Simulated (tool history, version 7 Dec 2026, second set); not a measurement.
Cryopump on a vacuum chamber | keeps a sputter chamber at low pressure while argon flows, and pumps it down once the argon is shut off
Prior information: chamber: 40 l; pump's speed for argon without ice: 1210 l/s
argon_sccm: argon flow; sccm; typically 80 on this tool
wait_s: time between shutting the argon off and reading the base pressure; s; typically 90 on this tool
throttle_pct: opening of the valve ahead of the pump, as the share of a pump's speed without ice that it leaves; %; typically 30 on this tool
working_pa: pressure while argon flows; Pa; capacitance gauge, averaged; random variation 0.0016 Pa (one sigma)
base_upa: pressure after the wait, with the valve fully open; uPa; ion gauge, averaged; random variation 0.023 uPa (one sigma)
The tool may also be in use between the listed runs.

| run | hour | argon_sccm | wait_s | throttle_pct | working_pa | base_upa |
|---|---|---|---|---|---|---|
| 1 | 0.0 | 80 | 90 | 30 | 0.3980 | 0.99 |
| 2 | 19.8 | 80 | 90 | 30 | 0.3973 | 0.97 |
| 3 | 49.2 | 80 | 90 | 30 | 0.3990 | 1.00 |
| 4 | 79.7 | 80 | 90 | 30 | 0.3972 | 0.99 |
| 5 | 111.5 | 48 | 90 | 30 | 0.2383 | 1.05 |
| 6 | 132.1 | 48 | 90 | 30 | 0.2414 | 1.00 |
| 7 | 149.8 | 48 | 90 | 30 | 0.2410 | 1.03 |
| 8 | 166.9 | 48 | 90 | 30 | 0.2417 | 0.96 |
| 9 | 198.2 | 48 | 90 | 30 | 0.2437 | 1.01 |
| 10 | 213.9 | 89 | 90 | 30 | 0.4463 | 1.00 |
| 11 | 229.5 | 89 | 90 | 30 | 0.4446 | 1.06 |
| 12 | 247.7 | 89 | 90 | 30 | 0.4513 | 1.05 |
| 13 | 273.5 | 89 | 90 | 30 | 0.4526 | 1.02 |
| 14 | 290.4 | 45 | 84 | 30 | 0.2286 | 1.09 |
| 15 | 318.5 | 65 | 278 | 18 | 0.5337 | 0.82 |
| 16 | 335.0 | 65 | 278 | 47 | 0.2222 | 0.79 |
| 17 | 349.6 | 65 | 33 | 21 | 0.4631 | 1.80 |
| 18 | 369.3 | 159 | 67 | 36 | 0.6910 | 1.20 |

Predict the results of run 19:
| 19 | 392.0 | 34 | 53 | 55 | ? | ? |

working_pa: 0.1025 Pa
base_upa: 1.44 uPa
With no hidden state in the tool, this same run would have given working_pa 0.0864 Pa, base_upa 1.02 uPa.

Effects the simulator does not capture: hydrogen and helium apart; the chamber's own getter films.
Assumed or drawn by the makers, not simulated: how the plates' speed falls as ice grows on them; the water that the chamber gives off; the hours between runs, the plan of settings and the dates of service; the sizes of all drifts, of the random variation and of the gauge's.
